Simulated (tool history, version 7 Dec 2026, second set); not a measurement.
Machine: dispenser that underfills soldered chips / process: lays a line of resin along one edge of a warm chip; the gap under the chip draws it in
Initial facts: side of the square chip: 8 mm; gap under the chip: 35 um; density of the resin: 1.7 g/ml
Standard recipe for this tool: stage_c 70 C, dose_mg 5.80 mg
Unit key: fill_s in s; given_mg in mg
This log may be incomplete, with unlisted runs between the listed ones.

run,hour,stage_c,dose_mg,fill_s,given_mg
1,0.0,70,5.80,65.8,5.82
2,3.6,70,6.84,75.2,6.81
3,6.5,70,6.84,85.3,6.79
4,9.7,70,6.84,98.2,6.80
# hour 13.0: new syringe of resin
5,14.7,70,6.84,64.1,6.78
6,21.3,70,7.18,86.1,7.09
# hour 28.1: new syringe of resin
7,28.1,70,7.18,60.6,7.07
8,32.7,70,7.18,74.5,7.04
9,37.7,70,7.18,95.2,7.03
# hour 43.6: new syringe of resin
10,44.3,70,7.18,60.9,6.99
11,49.7,70,7.18,76.6,6.98
12,55.7,70,7.18,100.3,6.94
# hour 58.7: new syringe of resin
13,59.6,81,5.80,46.6,5.60
14,62.9,70,5.80,73.9,5.58
15,66.4,70,5.80,85.5,5.57
16,72.6,70,5.80,112.5,5.55
# hour 74.3: new syringe of resin
# hour 80.3: dispensing valve cleaned and set on the balance
17,80.6,70,5.80,76.3,5.81
18,87.3,70,5.80,99.9,5.77
# hour 90.5: new syringe of resin
19,93.0,70,5.80,66.9,5.75
20,96.7,57,4.92,124.4,4.88
21,102.7,57,5.67,155.0,5.59
# hour 105.6: new syringe of resin
22,106.0,77,5.80,50.5,5.71
23,112.2,61,6.94,107.7,6.81
24,118.4,57,6.94,162.5,6.80
# hour 120.9: new syringe of resin
25,124.3,80,5.31,54.2,5.19
26,130.6,80,5.31,71.5,5.16
27,133.7,80,5.31,80.6,5.15
# hour 136.1: new syringe of resin
28,138.1,65,6.51,76.1,6.30
29,142.7,65,7.43,91.2,7.15
30,149.7,58,6.94,154.8,6.69
# hour 151.5: new syringe of resin
31,154.8,59,5.80,100.2,5.56
32,157.8,59,5.80,113.6,5.56
33,164.0,80,5.80,77.1,5.52
# hour 166.7: new syringe of resin
# hour 169.1: dispensing valve cleaned and set on the balance
34,169.3,58,5.98,92.7,5.97
35,175.1,74,5.20,75.0,5.18
36,179.5,74,5.20,91.0,5.18
# hour 182.8: new syringe of resin
37,183.7,57,5.55,96.9,5.51

A few steps of fill_s between consecutive runs. Split each: what settings, incoming material and random variation would produce without the hidden state, and what is left over for the hidden state, along with gauge scatter present in only one of the two compared results (measured, and without hidden state):
Hidden conditions of the tool in this case: resin's viscosity, % of fresh resin's; dose that the valve gives, % of what is set; true chip temperature over the reading, C; drift of the gauge itself on fill_s, %; drift of the gauge itself on given_mg, %.
Run 21 -> 22: stage_c 57 -> 77, dose_mg 5.67 -> 5.80, new syringe of resin. fill_s -104.5 s: hidden state -60.0, all else -44.5.
Run 24 -> 25: stage_c 57 -> 80, dose_mg 6.94 -> 5.31, new syringe of resin. fill_s -108.3 s: hidden state -60.3, all else -48.0.
Run 29 -> 30: stage_c 65 -> 58, dose_mg 7.43 -> 6.94. fill_s +63.6 s: hidden state +45.5, all else +18.1.
Run 30 -> 31: stage_c 58 -> 59, dose_mg 6.94 -> 5.80, new syringe of resin. fill_s -54.6 s: hidden state -54.1, all else -0.5.
